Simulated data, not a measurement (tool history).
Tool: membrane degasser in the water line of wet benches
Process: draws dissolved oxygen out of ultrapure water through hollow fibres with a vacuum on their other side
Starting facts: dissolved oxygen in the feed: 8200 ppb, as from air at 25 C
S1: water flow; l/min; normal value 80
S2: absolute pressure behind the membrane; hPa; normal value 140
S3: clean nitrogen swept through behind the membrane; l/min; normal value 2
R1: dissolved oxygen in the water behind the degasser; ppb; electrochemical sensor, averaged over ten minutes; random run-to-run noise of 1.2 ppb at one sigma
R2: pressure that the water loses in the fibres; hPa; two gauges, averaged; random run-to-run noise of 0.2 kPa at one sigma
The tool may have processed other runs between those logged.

run 1 hour=0 | S1=80 S2=140 S3=2 | R1=799.8 R2=446
run 2 hour=35.8 | S1=80 S2=140 S3=2 | R1=798.5 R2=449
run 3 hour=79.3 | S1=51 S2=140 S3=2 | R1=559.7 R2=285.9
run 4 hour=103 | S1=51 S2=140 S3=2 | R1=560.5 R2=287.9
run 5 hour=145.3 | S1=96 S2=140 S3=2 | R1=915.3 R2=537.4
run 6 hour=174.1 | S1=96 S2=140 S3=2 | R1=917.2 R2=538
run 7 hour=218.3 | S1=96 S2=140 S3=2 | R1=917.9 R2=534.3
run 8 hour=247.6 | S1=96 S2=140 S3=2 | R1=913.2 R2=536.2
run 9 hour=285.6 | S1=96 S2=140 S3=2 | R1=916.5 R2=538.7
run 10 hour=322.2 | S1=80 S2=140 S3=2 | R1=803.4 R2=449.1
run 11 hour=348.4 | S1=80 S2=140 S3=2 | R1=801.4 R2=444.9
run 12 hour=381.6 | S1=80 S2=140 S3=2 | R1=797.7 R2=448.7
run 13 hour=405.4 | S1=80 S2=232 S3=2 | R1=1385.6 R2=449.6
run 14 hour=440.5 | S1=80 S2=232 S3=2 | R1=1387.1 R2=448.9
run 15 hour=475.2 | S1=80 S2=189 S3=2 | R1=1119.2 R2=450.9
run 16 hour=507.7 | S1=51 S2=189 S3=2 | R1=793.7 R2=283.7
run 17 hour=548.9 | S1=51 S2=189 S3=2 | R1=791.9 R2=286.6
run 18 hour=578.8 | S1=80 S2=191 S3=1.08 | R1=1707.7 R2=451.3
run 19 hour=611.7 | S1=51 S2=318 S3=1.66 | R1=1549 R2=288.1
run 20 hour=655.1 | S1=65 S2=246 S3=1.66 | R1=1447 R2=364.3
run 21 hour=686.7 | S1=65 S2=246 S3=1.66 | R1=1442.7 R2=363.4
run 22 hour=713.1 | S1=64 S2=242 S3=1.59 | R1=1446.8 R2=363.8
run 23 hour=765.4 | S1=49 S2=165 S3=1.59 | R1=791 R2=275.5
run 24 hour=820.4 | S1=49 S2=165 S3=1.59 | R1=793.5 R2=279.3
run 25 hour=869.4 | S1=102 S2=160 S3=1.25 | R1=1511 R2=577.7
run 26 hour=917.2 | S1=112 S2=160 S3=2.92 | R1=914.1 R2=632.6
run 27 hour=965.1 | S1=90 S2=226 S3=2.13 | R1=1404.5 R2=512.2
run 28 hour=1015.5 | S1=90 S2=226 S3=2.13 | R1=1406 R2=507.3
run 29 hour=1047.5 | S1=80 S2=158 S3=1.18 | R1=1328.8 R2=452.5
run 30 hour=1071.7 | S1=80 S2=158 S3=1.18 | R1=1328 R2=452.7
run 31 hour=1099.8 | S1=80 S2=85 S3=5.07 | R1=191.1 R2=450.5
run 32 hour=1152.6 | S1=80 S2=85 S3=5.07 | R1=191.4 R2=450.4
run 33 hour=1188.8 | S1=82 S2=303 S3=1.04 | R1=2703.3 R2=462.3

Branching from run 33: 3 alternative next runs. What would each branch give?
run A hour=1234.3 | S1=80 S2=134 S3=2.76 | R1=? R2=?
run B hour=1234.3 | S1=50 S2=303 S3=4.61 | R1=? R2=?
run C hour=1234.3 | S1=96 S2=108 S3=1.04 | R1=? R2=?

run=A R1=595.3 R2=456.4
run=B R1=642.2 R2=283.8
run=C R1=1029.5 R2=541.6
With no hidden state in the tool, these same runs would have given:
run=A R1=593 R2=447.1
run=B R1=639.9 R2=278
run=C R1=1026.7 R2=530.6
